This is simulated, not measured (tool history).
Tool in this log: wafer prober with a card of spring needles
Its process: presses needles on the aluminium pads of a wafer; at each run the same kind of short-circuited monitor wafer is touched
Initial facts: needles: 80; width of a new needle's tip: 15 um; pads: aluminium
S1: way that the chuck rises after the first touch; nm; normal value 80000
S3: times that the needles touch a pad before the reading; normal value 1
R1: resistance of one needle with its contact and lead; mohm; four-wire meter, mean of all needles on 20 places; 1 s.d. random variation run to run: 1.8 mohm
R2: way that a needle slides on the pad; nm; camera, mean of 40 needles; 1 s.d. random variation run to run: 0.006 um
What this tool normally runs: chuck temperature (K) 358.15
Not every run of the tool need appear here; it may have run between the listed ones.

{"run": 1, "day": 0.0, "S1": 80000, "chuck temperature (K)": 358.15, "S3": 1, "R1": 241, "R2": 11127}
{"run": 2, "day": 0.696, "S1": 80000, "chuck temperature (K)": 358.15, "S3": 1, "R1": 263, "R2": 11121}
{"run": 3, "day": 1.208, "S1": 80000, "chuck temperature (K)": 358.15, "S3": 1, "R1": 264, "R2": 11118}
{"run": 4, "day": 2.075, "S1": 80000, "chuck temperature (K)": 358.15, "S3": 1, "R1": 232, "R2": 11116}
{"run": 5, "day": 3.029, "S1": 85000, "chuck temperature (K)": 358.15, "S3": 1, "R1": 230, "R2": 11802}
{"run": 6, "day": 4.025, "S1": 85000, "chuck temperature (K)": 358.15, "S3": 1, "R1": 242, "R2": 11793}
{"run": 7, "day": 4.621, "S1": 80000, "chuck temperature (K)": 358.15, "S3": 1, "R1": 235, "R2": 11096}
{"run": 8, "day": 5.583, "S1": 70000, "chuck temperature (K)": 358.15, "S3": 1, "R1": 230, "R2": 9686}
{"run": 9, "day": 6.433, "S1": 70000, "chuck temperature (K)": 358.15, "S3": 1, "R1": 258, "R2": 9688}
{"run": 10, "day": 7.567, "S1": 70000, "chuck temperature (K)": 358.15, "S3": 1, "R1": 256, "R2": 9666}
{"run": 11, "day": 8.242, "S1": 80000, "chuck temperature (K)": 358.15, "S3": 1, "R1": 243, "R2": 11079}
{"run": 12, "day": 8.925, "S1": 80000, "chuck temperature (K)": 378.15, "S3": 1, "R1": 230, "R2": 11061}
{"run": 13, "day": 10.083, "S1": 80000, "chuck temperature (K)": 378.15, "S3": 1, "R1": 237, "R2": 11053}
{"run": 14, "day": 10.746, "S1": 80000, "chuck temperature (K)": 358.15, "S3": 2, "R1": 235, "R2": 11054}
{"run": 15, "day": 11.45, "S1": 80000, "chuck temperature (K)": 358.15, "S3": 2, "R1": 230, "R2": 11051}
{"run": 16, "day": 12.196, "S1": 80000, "chuck temperature (K)": 358.15, "S3": 2, "R1": 223, "R2": 11171}
{"run": 17, "day": 13.183, "S1": 80000, "chuck temperature (K)": 358.15, "S3": 2, "R1": 239, "R2": 11166}
{"run": 18, "day": 14.354, "S1": 87000, "chuck temperature (K)": 313.15, "S3": 2, "R1": 215, "R2": 12132}
{"run": 19, "day": 15.221, "S1": 77000, "chuck temperature (K)": 317.15, "S3": 2, "R1": 230, "R2": 10738}
{"run": 20, "day": 16.25, "S1": 77000, "chuck temperature (K)": 317.15, "S3": 2, "R1": 231, "R2": 10733}
{"run": 21, "day": 16.742, "S1": 77000, "chuck temperature (K)": 317.15, "S3": 2, "R1": 219, "R2": 10713}
{"run": 22, "day": 17.642, "S1": 77000, "chuck temperature (K)": 317.15, "S3": 2, "R1": 219, "R2": 10721}
{"run": 23, "day": 18.446, "S1": 81000, "chuck temperature (K)": 362.15, "S3": 3, "R1": 234, "R2": 11261}
{"run": 24, "day": 19.488, "S1": 75000, "chuck temperature (K)": 358.15, "S3": 1, "R1": 251, "R2": 10424}
{"run": 25, "day": 20.471, "S1": 75000, "chuck temperature (K)": 358.15, "S3": 1, "R1": 245, "R2": 10407}
{"run": 26, "day": 21.542, "S1": 83000, "chuck temperature (K)": 358.15, "S3": 1, "R1": 240, "R2": 11518}
{"run": 27, "day": 22.038, "S1": 89000, "chuck temperature (K)": 300.15, "S3": 1, "R1": 210, "R2": 12361}
{"run": 28, "day": 23.046, "S1": 80000, "chuck temperature (K)": 301.15, "S3": 1, "R1": 239, "R2": 11101}
{"run": 29, "day": 23.996, "S1": 67000, "chuck temperature (K)": 333.15, "S3": 1, "R1": 254, "R2": 9276}
{"run": 30, "day": 24.946, "S1": 81000, "chuck temperature (K)": 358.15, "S3": 2, "R1": 236, "R2": 11214}
{"run": 31, "day": 25.671, "S1": 70000, "chuck temperature (K)": 397.15, "S3": 1, "R1": 250, "R2": 9673}
{"run": 32, "day": 26.229, "S1": 80000, "chuck temperature (K)": 362.15, "S3": 3, "R1": 234, "R2": 11072}
{"run": 33, "day": 27.312, "S1": 80000, "chuck temperature (K)": 362.15, "S3": 3, "R1": 233, "R2": 11061}
{"run": 34, "day": 27.888, "S1": 89000, "chuck temperature (K)": 358.15, "S3": 1, "R1": 235, "R2": 12315}

Taken out of this log: 27 entries between the listed runs. Where each belongs, and how the hidden state differs across it:
From run 1 to run 2: tips cleaned on abrasive film (day 0.696)
  debris on the tips, nm: 58.2 -> 155; way that the needles fall short of the set height, um: 0.32 -> 0.39; tips' diameter, um: 15.44 -> 15.61
  measured minus no-state result, R1: +16 -> +44 mohm; R2: -44 -> -54 nm
From run 3 to run 4: tips cleaned on abrasive film (day 1.833)
  debris on the tips, nm: 151.2 -> 36.8; way that the needles fall short of the set height, um: 0.39 -> 0.46; tips' diameter, um: 15.61 -> 15.64
  measured minus no-state result, R1: +42 -> +11 mohm; R2: -54 -> -64 nm
From run 4 to run 5: tips cleaned on abrasive film (day 2.908)
  debris on the tips, nm: 36.8 -> 20.9; way that the needles fall short of the set height, um: 0.46 -> 0.52; tips' diameter, um: 15.64 -> 15.66
  measured minus no-state result, R1: +11 -> +6 mohm; R2: -64 -> -73 nm
From run 5 to run 6: tips cleaned on abrasive film, once more (day 3.292)
  debris on the tips, nm: 20.9 -> 75.3; way that the needles fall short of the set height, um: 0.52 -> 0.58; tips' diameter, um: 15.66 -> 15.68
  measured minus no-state result, R1: +6 -> +19 mohm; R2: -73 -> -81 nm
From run 6 to run 7: tips cleaned on abrasive film (day 4.371)
  debris on the tips, nm: 75.3 -> 36.2; way that the needles fall short of the set height, um: 0.58 -> 0.63; tips' diameter, um: 15.68 -> 15.7
  measured minus no-state result, R1: +19 -> +11 mohm; R2: -81 -> -88 nm
From run 7 to run 8: tips cleaned on abrasive film (day 5.475)
  debris on the tips, nm: 36.2 -> 19.2; way that the needles fall short of the set height, um: 0.63 -> 0.69; tips' diameter, um: 15.7 -> 15.72
  measured minus no-state result, R1: +11 -> +7 mohm; R2: -88 -> -97 nm
From run 9 to run 10: tips cleaned on abrasive film (day 6.621)
  debris on the tips, nm: 86.7 -> 90.7; way that the needles fall short of the set height, um: 0.69 -> 0.74; tips' diameter, um: 15.72 -> 15.74
  measured minus no-state result, R1: +32 -> +32 mohm; R2: -97 -> -104 nm
From run 10 to run 11: tips cleaned on abrasive film (day 7.733)
  debris on the tips, nm: 90.7 -> 63.1; way that the needles fall short of the set height, um: 0.74 -> 0.79; tips' diameter, um: 15.74 -> 15.75
  measured minus no-state result, R1: +32 -> +19 mohm; R2: -104 -> -110 nm
From run 11 to run 12: tips cleaned on abrasive film (day 8.883)
  debris on the tips, nm: 63.1 -> 15.8; way that the needles fall short of the set height, um: 0.79 -> 0.83; tips' diameter, um: 15.75 -> 15.77
  measured minus no-state result, R1: +19 -> +4 mohm; R2: -110 -> -116 nm
From run 12 to run 13: tips cleaned on abrasive film (day 9.992)
  debris on the tips, nm: 15.8 -> 22.8; way that the needles fall short of the set height, um: 0.83 -> 0.9; tips' diameter, um: 15.77 -> 15.79
  measured minus no-state result, R1: +4 -> +7 mohm; R2: -116 -> -126 nm
From run 14 to run 15: tips cleaned on abrasive film (day 11.100)
  debris on the tips, nm: 81 -> 44.6; way that the needles fall short of the set height, um: 0.9 -> 0.96; tips' diameter, um: 15.79 -> 15.81
  measured minus no-state result, R1: +15 -> +8 mohm; R2: -126 -> -134 nm
From run 15 to run 16: height of the first contact set anew (day 11.533); tips cleaned on abrasive film (day 12.196)
  debris on the tips, nm: 44.6 -> 10.6; way that the needles fall short of the set height, um: 0.96 -> 0.06; tips' diameter, um: 15.81 -> 15.83
  measured minus no-state result, R1: +8 -> +2 mohm; R2: -134 -> -9 nm
From run 17 to run 18: tips cleaned on abrasive film (day 13.275); tips cleaned on abrasive film (day 14.346)
  debris on the tips, nm: 90.9 -> 10.1; way that the needles fall short of the set height, um: 0.06 -> 0.19; tips' diameter, um: 15.83 -> 15.88
  measured minus no-state result, R1: +16 -> +2 mohm; R2: -9 -> -27 nm
From run 19 to run 20: tips cleaned on abrasive film (day 15.446)
  debris on the tips, nm: 85.7 -> 88.6; way that the needles fall short of the set height, um: 0.19 -> 0.23; tips' diameter, um: 15.88 -> 15.89
  measured minus no-state result, R1: +17 -> +17 mohm; R2: -26 -> -32 nm
From run 20 to run 21: tips cleaned on abrasive film (day 16.575)
  debris on the tips, nm: 88.6 -> 22.9; way that the needles fall short of the set height, um: 0.23 -> 0.29; tips' diameter, um: 15.89 -> 15.92
  measured minus no-state result, R1: +17 -> +5 mohm; R2: -32 -> -41 nm
From run 21 to run 22: tips cleaned on abrasive film (day 17.642)
  debris on the tips, nm: 22.9 -> 8.9; way that the needles fall short of the set height, um: 0.29 -> 0.35; tips' diameter, um: 15.92 -> 15.94
  measured minus no-state result, R1: +5 -> +3 mohm; R2: -41 -> -49 nm
From run 23 to run 24: tips cleaned on abrasive film (day 18.754)
  debris on the tips, nm: 82.6 -> 79.7; way that the needles fall short of the set height, um: 0.35 -> 0.4; tips' diameter, um: 15.94 -> 15.95
  measured minus no-state result, R1: +8 -> +26 mohm; R2: -49 -> -56 nm
From run 24 to run 25: tips cleaned on abrasive film (day 19.879)
  debris on the tips, nm: 79.7 -> 68.3; way that the needles fall short of the set height, um: 0.4 -> 0.47; tips' diameter, um: 15.95 -> 15.98
  measured minus no-state result, R1: +26 -> +22 mohm; R2: -56 -> -65 nm
From run 25 to run 26: tips cleaned on abrasive film (day 20.975)
  debris on the tips, nm: 68.3 -> 69.9; way that the needles fall short of the set height, um: 0.47 -> 0.51; tips' diameter, um: 15.98 -> 15.99
  measured minus no-state result, R1: +22 -> +19 mohm; R2: -65 -> -71 nm
From run 26 to run 27: tips cleaned on abrasive film (day 22.038)
  debris on the tips, nm: 69.9 -> 6.9; way that the needles fall short of the set height, um: 0.51 -> 0.58; tips' diameter, um: 15.99 -> 16.02
  measured minus no-state result, R1: +19 -> +2 mohm; R2: -71 -> -81 nm
From run 28 to run 29: tips cleaned on abrasive film (day 23.125)
  debris on the tips, nm: 95.2 -> 85.2; way that the needles fall short of the set height, um: 0.58 -> 0.64; tips' diameter, um: 16.02 -> 16.04
  measured minus no-state result, R1: +30 -> +35 mohm; R2: -81 -> -89 nm
From run 29 to run 30: tips cleaned on abrasive film (day 24.196)
  debris on the tips, nm: 85.2 -> 75.3; way that the needles fall short of the set height, um: 0.64 -> 0.68; tips' diameter, um: 16.04 -> 16.05
  measured minus no-state result, R1: +35 -> +13 mohm; R2: -89 -> -95 nm
From run 30 to run 31: tips cleaned on abrasive film (day 25.283)
  debris on the tips, nm: 75.3 -> 47.9; way that the needles fall short of the set height, um: 0.68 -> 0.75; tips' diameter, um: 16.05 -> 16.07
  measured minus no-state result, R1: +13 -> +17 mohm; R2: -95 -> -104 nm
From run 32 to run 33: tips cleaned on abrasive film (day 26.417)
  debris on the tips, nm: 89.2 -> 90.2; way that the needles fall short of the set height, um: 0.75 -> 0.8; tips' diameter, um: 16.07 -> 16.09
  measured minus no-state result, R1: +10 -> +10 mohm; R2: -104 -> -112 nm
From run 33 to run 34: tips cleaned on abrasive film (day 27.525)
  debris on the tips, nm: 90.2 -> 47.4; way that the needles fall short of the set height, um: 0.8 -> 0.86; tips' diameter, um: 16.09 -> 16.11
  measured minus no-state result, R1: +10 -> +12 mohm; R2: -112 -> -121 nm
